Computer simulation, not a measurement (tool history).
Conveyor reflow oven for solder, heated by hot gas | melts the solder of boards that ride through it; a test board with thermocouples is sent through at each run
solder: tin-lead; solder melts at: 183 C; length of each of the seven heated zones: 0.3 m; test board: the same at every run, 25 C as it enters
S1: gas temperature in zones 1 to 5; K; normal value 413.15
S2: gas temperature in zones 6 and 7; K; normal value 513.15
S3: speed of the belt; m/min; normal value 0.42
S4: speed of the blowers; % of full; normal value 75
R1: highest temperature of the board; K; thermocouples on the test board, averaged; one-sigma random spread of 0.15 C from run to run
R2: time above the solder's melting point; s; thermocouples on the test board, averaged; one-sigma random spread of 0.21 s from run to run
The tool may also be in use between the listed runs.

Run 1, hour 0: usual settings. Result: R1 499.35 K, R2 72.1 s.
Run 2, hour 51.3: usual settings. Result: R1 499.15 K, R2 72.2 s.
Run 3, hour 110: usual settings. Result: R1 499.05 K, R2 71.8 s.
Run 4, hour 148: usual settings. Result: R1 498.45 K, R2 71.6 s.
Run 5, hour 184.8: usual settings. Result: R1 498.35 K, R2 71.7 s.
Run 6, hour 217.6: usual settings. Result: R1 498.35 K, R2 71.5 s.
At hour 282.5: flux residue cleaned out of gas plates and filters.
Run 7, hour 283.4: usual settings. Result: R1 499.75 K, R2 72.6 s.
Run 8, hour 333.1: usual settings but S1 423.15 K. Result: R1 501.35 K, R2 77.7 s.
Run 9, hour 392.8: usual settings but S4 60 % of full. Result: R1 495.85 K, R2 69.8 s.
Run 10, hour 455.1: usual settings but S4 60 % of full. Result: R1 495.65 K, R2 69.2 s.
At hour 463.5: belt drive overhauled, speed set with a stopwatch.
Run 11, hour 490.3: usual settings but S4 60 % of full. Result: R1 495.95 K, R2 69.5 s.
Run 12, hour 525.1: usual settings but S2 524.15 K, S4 60 % of full. Result: R1 505.05 K, R2 76.1 s.
Run 13, hour 562.7: usual settings but S2 524.15 K, S4 60 % of full. Result: R1 505.25 K, R2 76.4 s.
At hour 576.7: flux residue cleaned out of gas plates and filters.
Run 14, hour 596.6: usual settings but S2 524.15 K, S4 60 % of full. Result: R1 506.65 K, R2 77.3 s.
At hour 616.8: belt drive overhauled, speed set with a stopwatch, once more.
Run 15, hour 643.1: usual settings. Result: R1 499.85 K, R2 72.4 s.
Run 16, hour 677.5: usual settings. Result: R1 499.45 K, R2 72.3 s.
Run 17, hour 727.8: usual settings. Result: R1 499.35 K, R2 72.5 s.
Run 18, hour 780.5: usual settings. Result: R1 499.45 K, R2 72.3 s.
Run 19, hour 822: usual settings but S1 419.15 K, S2 527.15 K, S3 0.37 m/min, S4 69 % of full. Result: R1 515.55 K, R2 94.9 s.
At hour 845.7: thermocouples of zones 6 and 7 changed.
Run 20, hour 853.2: usual settings but S1 419.15 K, S2 527.15 K, S3 0.37 m/min, S4 69 % of full. Result: R1 512.95 K, R2 93.6 s.
At hour 870.8: flux residue cleaned out of gas plates and filters.
Run 21, hour 921: usual settings but S1 419.15 K, S2 527.15 K, S3 0.37 m/min, S4 69 % of full. Result: R1 514.45 K, R2 93.8 s.
Run 22, hour 981: usual settings but S1 419.15 K, S2 527.15 K, S3 0.37 m/min, S4 69 % of full. Result: R1 514.35 K, R2 94.6 s.
Run 23, hour 1029.1: usual settings but S4 88 % of full. Result: R1 499.75 K, R2 73.1 s.
Run 24, hour 1078.9: usual settings but S2 506.15 K, S3 0.44 m/min. Result: R1 489.65 K, R2 61.6 s.
Run 25, hour 1123.8: usual settings but S1 401.15 K, S3 0.454 m/min. Result: R1 492.25 K, R2 57.2 s.
At hour 1157: flux residue cleaned out of gas plates and filters.
Run 26, hour 1185: usual settings but S2 503.15 K, S4 86 % of full. Result: R1 491.65 K, R2 67.4 s.
Run 27, hour 1218.1: usual settings but S2 503.15 K, S4 86 % of full. Result: R1 491.65 K, R2 67.2 s.
Run 28, hour 1270.5: usual settings but S2 503.15 K, S4 86 % of full. Result: R1 491.35 K, R2 66.9 s.
Run 29, hour 1323.6: usual settings but S2 527.15 K, S4 84 % of full. Result: R1 512.75 K, R2 80.7 s.

Consider 3 possible next runs. They are alternatives, not a sequence: every one starts from the tool as it was left by run 29. What does each give?
Run A, hour 1359.2: usual settings but S1 400.15 K, S2 509.15 K, S4 63 % of full. Result: R1 ?, R2 ?.
Run B, hour 1359.2: usual settings but S2 527.15 K, S3 0.496 m/min, S4 84 % of full. Result: R1 ?, R2 ?.
Run C, hour 1359.2: usual settings but S1 415.15 K, S2 505.15 K, S3 0.435 m/min. Result: R1 ?, R2 ?.

run      R1    R2
  A  489.25  59.4
  B  506.15    65
  C  490.15  64.1
The same runs, with their run-to-run variation unchanged, on a tool lacking any hidden condition would have given:
run      R1    R2
  A  489.35  59.1
  B  506.65  64.6
  C  490.15  63.7
